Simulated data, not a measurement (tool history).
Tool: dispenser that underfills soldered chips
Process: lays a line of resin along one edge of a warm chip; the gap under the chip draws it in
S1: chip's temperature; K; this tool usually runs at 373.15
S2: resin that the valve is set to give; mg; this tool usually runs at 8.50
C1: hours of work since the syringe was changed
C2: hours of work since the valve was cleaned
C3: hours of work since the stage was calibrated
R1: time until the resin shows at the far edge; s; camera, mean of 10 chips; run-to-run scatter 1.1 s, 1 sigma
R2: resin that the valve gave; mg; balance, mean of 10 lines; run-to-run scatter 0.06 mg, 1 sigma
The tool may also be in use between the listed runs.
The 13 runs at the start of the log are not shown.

{"run": 14, "hour": 53.5, "S1": 373.15, "S2": 8.5, "C1": 11, "C2": 2, "C3": 104, "R1": 139.0, "R2": 8.43}
{"hour": 55.2, "done": "new syringe of resin"}
{"run": 15, "hour": 56.3, "S1": 362.15, "S2": 8.5, "C1": 1, "C2": 4, "C3": 106, "R1": 172.8, "R2": 8.45}
{"run": 16, "hour": 60.2, "S1": 359.15, "S2": 8.5, "C1": 4, "C2": 7, "C3": 109, "R1": 215.9, "R2": 8.36}
{"run": 17, "hour": 65.1, "S1": 374.15, "S2": 8.5, "C1": 7, "C2": 11, "C3": 112, "R1": 120.1, "R2": 8.44}
{"run": 18, "hour": 69.8, "S1": 374.15, "S2": 8.5, "C1": 11, "C2": 14, "C3": 116, "R1": 134.0, "R2": 8.33}
{"hour": 71.2, "done": "new syringe of resin"}
{"run": 19, "hour": 74.0, "S1": 374.15, "S2": 8.5, "C1": 2, "C2": 17, "C3": 119, "R1": 104.9, "R2": 8.41}
{"run": 20, "hour": 76.7, "S1": 374.15, "S2": 7.24, "C1": 4, "C2": 19, "C3": 121, "R1": 115.7, "R2": 7.14}
{"run": 21, "hour": 81.8, "S1": 374.15, "S2": 7.24, "C1": 8, "C2": 23, "C3": 125, "R1": 131.4, "R2": 7.15}
{"hour": 87.3, "done": "new syringe of resin"}
{"run": 22, "hour": 87.3, "S1": 385.15, "S2": 7.73, "C1": 0, "C2": 27, "C3": 128, "R1": 63.9, "R2": 7.55}
{"run": 23, "hour": 91.0, "S1": 379.15, "S2": 9.74, "C1": 3, "C2": 29, "C3": 131, "R1": 85.1, "R2": 9.47}
{"run": 24, "hour": 95.0, "S1": 379.15, "S2": 9.74, "C1": 6, "C2": 32, "C3": 134, "R1": 92.8, "R2": 9.51}
{"run": 25, "hour": 97.9, "S1": 378.15, "S2": 8.62, "C1": 8, "C2": 35, "C3": 136, "R1": 105.0, "R2": 8.33}
{"run": 26, "hour": 100.7, "S1": 378.15, "S2": 8.62, "C1": 10, "C2": 37, "C3": 138, "R1": 109.7, "R2": 8.32}
{"hour": 103.3, "done": "new syringe of resin"}
{"run": 27, "hour": 105.2, "S1": 367.15, "S2": 10.95, "C1": 1, "C2": 40, "C3": 142, "R1": 137.0, "R2": 10.53}
{"run": 28, "hour": 108.1, "S1": 369.15, "S2": 7.61, "C1": 4, "C2": 42, "C3": 144, "R1": 137.8, "R2": 7.38}
{"run": 29, "hour": 111.4, "S1": 378.15, "S2": 9.73, "C1": 6, "C2": 44, "C3": 146, "R1": 99.3, "R2": 9.35}
{"run": 30, "hour": 116.2, "S1": 378.15, "S2": 9.73, "C1": 10, "C2": 48, "C3": 150, "R1": 107.3, "R2": 9.35}
{"hour": 119.3, "done": "new syringe of resin"}
{"run": 31, "hour": 120.7, "S1": 378.15, "S2": 9.73, "C1": 1, "C2": 51, "C3": 153, "R1": 83.5, "R2": 9.24}
{"run": 32, "hour": 124.0, "S1": 364.15, "S2": 9.75, "C1": 4, "C2": 54, "C3": 155, "R1": 166.6, "R2": 9.36}
{"run": 33, "hour": 128.1, "S1": 371.15, "S2": 8.5, "C1": 7, "C2": 57, "C3": 158, "R1": 136.7, "R2": 8.02}
{"run": 34, "hour": 131.6, "S1": 383.15, "S2": 10.88, "C1": 9, "C2": 59, "C3": 161, "R1": 87.4, "R2": 10.23}
{"hour": 135.0, "done": "dispensing valve cleaned and set on the balance"}
{"run": 35, "hour": 135.3, "S1": 380.15, "S2": 7.48, "C1": 11, "C2": 0, "C3": 163, "R1": 108.3, "R2": 7.53}
{"hour": 136.3, "done": "new syringe of resin"}
{"run": 36, "hour": 140.9, "S1": 373.15, "S2": 8.12, "C1": 3, "C2": 4, "C3": 167, "R1": 112.1, "R2": 8.08}

Forecast each of these 3 alternatives for the next run:
{"run": "A", "hour": 143.3, "S1": 373.15, "S2": 8.29, "C1": 5, "C2": 6, "C3": 169, "R1": "?", "R2": "?"}
{"run": "B", "hour": 143.3, "S1": 372.15, "S2": 8.95, "C1": 5, "C2": 6, "C3": 169, "R1": "?", "R2": "?"}
{"run": "C", "hour": 143.3, "S1": 373.15, "S2": 9.48, "C1": 5, "C2": 6, "C3": 169, "R1": "?", "R2": "?"}

run=A R1=117.8 R2=8.22
run=B R1=123.1 R2=8.88
run=C R1=114.7 R2=9.46
Take away the tool's hidden state, keep each run's random variation, and the runs would have read:
run=A R1=106.6 R2=8.27
run=B R1=111.5 R2=8.93
run=C R1=103.8 R2=9.52
